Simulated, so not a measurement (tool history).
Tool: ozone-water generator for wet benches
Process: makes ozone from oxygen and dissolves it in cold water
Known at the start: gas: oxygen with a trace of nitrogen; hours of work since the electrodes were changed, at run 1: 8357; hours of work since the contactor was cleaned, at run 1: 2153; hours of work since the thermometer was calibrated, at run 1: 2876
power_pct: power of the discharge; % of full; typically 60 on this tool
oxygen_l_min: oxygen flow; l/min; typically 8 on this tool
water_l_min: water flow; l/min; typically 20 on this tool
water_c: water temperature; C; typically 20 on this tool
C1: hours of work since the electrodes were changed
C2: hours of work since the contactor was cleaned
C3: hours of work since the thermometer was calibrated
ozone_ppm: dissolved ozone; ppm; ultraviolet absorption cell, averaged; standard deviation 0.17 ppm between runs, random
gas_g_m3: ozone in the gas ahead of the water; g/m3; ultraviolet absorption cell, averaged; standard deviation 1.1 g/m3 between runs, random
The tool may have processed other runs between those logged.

{"run": 1, "hour": 0.0, "power_pct": 60, "oxygen_l_min": 8, "water_l_min": 20, "water_c": 20, "C1": 8357, "C2": 2153, "C3": 2876, "ozone_ppm": 19, "gas_g_m3": 155.7}
{"hour": 86.5, "done": "water thermometer calibrated"}
{"run": 2, "hour": 137.2, "power_pct": 60, "oxygen_l_min": 8, "water_l_min": 20, "water_c": 20, "C1": 8478, "C2": 2274, "C3": 45, "ozone_ppm": 19.2, "gas_g_m3": 156.5}
{"run": 3, "hour": 240.8, "power_pct": 60, "oxygen_l_min": 8, "water_l_min": 20, "water_c": 20, "C1": 8569, "C2": 2365, "C3": 136, "ozone_ppm": 18.8, "gas_g_m3": 156.4}
{"run": 4, "hour": 442.7, "power_pct": 60, "oxygen_l_min": 8, "water_l_min": 20, "water_c": 20, "C1": 8746, "C2": 2542, "C3": 313, "ozone_ppm": 18.9, "gas_g_m3": 155.2}
{"run": 5, "hour": 627.9, "power_pct": 50, "oxygen_l_min": 8, "water_l_min": 20, "water_c": 20, "C1": 8909, "C2": 2705, "C3": 476, "ozone_ppm": 17.3, "gas_g_m3": 142.5}
{"run": 6, "hour": 745.1, "power_pct": 60, "oxygen_l_min": 6.45, "water_l_min": 20, "water_c": 20, "C1": 9012, "C2": 2808, "C3": 579, "ozone_ppm": 19.3, "gas_g_m3": 177.2}
{"run": 7, "hour": 922.6, "power_pct": 60, "oxygen_l_min": 6.45, "water_l_min": 20, "water_c": 20, "C1": 9168, "C2": 2964, "C3": 735, "ozone_ppm": 19.3, "gas_g_m3": 175.7}
{"run": 8, "hour": 1121.9, "power_pct": 60, "oxygen_l_min": 6.45, "water_l_min": 20, "water_c": 20, "C1": 9344, "C2": 3140, "C3": 911, "ozone_ppm": 19.3, "gas_g_m3": 173.9}
{"run": 9, "hour": 1234.3, "power_pct": 60, "oxygen_l_min": 6.45, "water_l_min": 20, "water_c": 20, "C1": 9442, "C2": 3238, "C3": 1009, "ozone_ppm": 19.1, "gas_g_m3": 176}
{"run": 10, "hour": 1437.0, "power_pct": 63, "oxygen_l_min": 8, "water_l_min": 20, "water_c": 20, "C1": 9621, "C2": 3417, "C3": 1188, "ozone_ppm": 18.8, "gas_g_m3": 154.2}
{"run": 11, "hour": 1620.9, "power_pct": 63, "oxygen_l_min": 8, "water_l_min": 20, "water_c": 20, "C1": 9782, "C2": 3578, "C3": 1349, "ozone_ppm": 18.8, "gas_g_m3": 154.2}
{"run": 12, "hour": 1761.8, "power_pct": 63, "oxygen_l_min": 8, "water_l_min": 20, "water_c": 20, "C1": 9906, "C2": 3702, "C3": 1473, "ozone_ppm": 18.4, "gas_g_m3": 154.3}
{"run": 13, "hour": 1861.8, "power_pct": 75, "oxygen_l_min": 8, "water_l_min": 20, "water_c": 28, "C1": 9994, "C2": 3790, "C3": 1561, "ozone_ppm": 17.1, "gas_g_m3": 163.5}
{"run": 14, "hour": 2090.7, "power_pct": 75, "oxygen_l_min": 9.24, "water_l_min": 13, "water_c": 28, "C1": 10196, "C2": 3992, "C3": 1763, "ozone_ppm": 19.5, "gas_g_m3": 150.1}
{"run": 15, "hour": 2224.8, "power_pct": 75, "oxygen_l_min": 9.24, "water_l_min": 13, "water_c": 28, "C1": 10314, "C2": 4110, "C3": 1881, "ozone_ppm": 19.4, "gas_g_m3": 149.3}
{"run": 16, "hour": 2336.6, "power_pct": 95, "oxygen_l_min": 7.5, "water_l_min": 20, "water_c": 13, "C1": 10412, "C2": 4208, "C3": 1979, "ozone_ppm": 24.8, "gas_g_m3": 183.4}
{"run": 17, "hour": 2452.9, "power_pct": 95, "oxygen_l_min": 7.5, "water_l_min": 20, "water_c": 13, "C1": 10514, "C2": 4310, "C3": 2081, "ozone_ppm": 24.3, "gas_g_m3": 186.7}
{"run": 18, "hour": 2598.4, "power_pct": 95, "oxygen_l_min": 11.81, "water_l_min": 20, "water_c": 20, "C1": 10642, "C2": 4438, "C3": 2209, "ozone_ppm": 19.2, "gas_g_m3": 139.1}
{"run": 19, "hour": 2785.9, "power_pct": 60, "oxygen_l_min": 10.43, "water_l_min": 20, "water_c": 20, "C1": 10807, "C2": 4603, "C3": 2374, "ozone_ppm": 16.3, "gas_g_m3": 121.8}
{"run": 20, "hour": 3014.1, "power_pct": 60, "oxygen_l_min": 10.43, "water_l_min": 20, "water_c": 20, "C1": 11008, "C2": 4804, "C3": 2575, "ozone_ppm": 16.5, "gas_g_m3": 123.8}
{"run": 21, "hour": 3113.4, "power_pct": 60, "oxygen_l_min": 6.22, "water_l_min": 15, "water_c": 20, "C1": 11095, "C2": 4891, "C3": 2662, "ozone_ppm": 22, "gas_g_m3": 170.2}
{"run": 22, "hour": 3239.1, "power_pct": 60, "oxygen_l_min": 6.22, "water_l_min": 15, "water_c": 20, "C1": 11206, "C2": 5002, "C3": 2773, "ozone_ppm": 21.5, "gas_g_m3": 168.9}
{"run": 23, "hour": 3378.9, "power_pct": 51, "oxygen_l_min": 6.22, "water_l_min": 15, "water_c": 20, "C1": 11329, "C2": 5125, "C3": 2896, "ozone_ppm": 20.1, "gas_g_m3": 158}
{"hour": 3448.6, "done": "water thermometer calibrated"}
{"run": 24, "hour": 3568.6, "power_pct": 51, "oxygen_l_min": 6.22, "water_l_min": 15, "water_c": 20, "C1": 11495, "C2": 5291, "C3": 106, "ozone_ppm": 20.1, "gas_g_m3": 158.5}

What if the next run were any one of these 3? Each begins from the tool's condition after run 24:
{"run": "A", "hour": 3671.3, "power_pct": 74, "oxygen_l_min": 9.83, "water_l_min": 20, "water_c": 13, "C1": 11585, "C2": 5381, "C3": 196, "ozone_ppm": "?", "gas_g_m3": "?"}
{"run": "B", "hour": 3671.3, "power_pct": 50, "oxygen_l_min": 6.93, "water_l_min": 31, "water_c": 20, "C1": 11585, "C2": 5381, "C3": 196, "ozone_ppm": "?", "gas_g_m3": "?"}
{"run": "C", "hour": 3671.3, "power_pct": 60, "oxygen_l_min": 6.72, "water_l_min": 15, "water_c": 23, "C1": 11585, "C2": 5381, "C3": 196, "ozone_ppm": "?", "gas_g_m3": "?"}

run=A ozone_ppm=20 gas_g_m3=135.4
run=B ozone_ppm=11.8 gas_g_m3=147.3
run=C ozone_ppm=20 gas_g_m3=161
Without the tool's unlogged condition, the same runs would have read:
run=A ozone_ppm=28.8 gas_g_m3=187.9
run=B ozone_ppm=16.1 gas_g_m3=192.6
run=C ozone_ppm=27.8 gas_g_m3=216.4
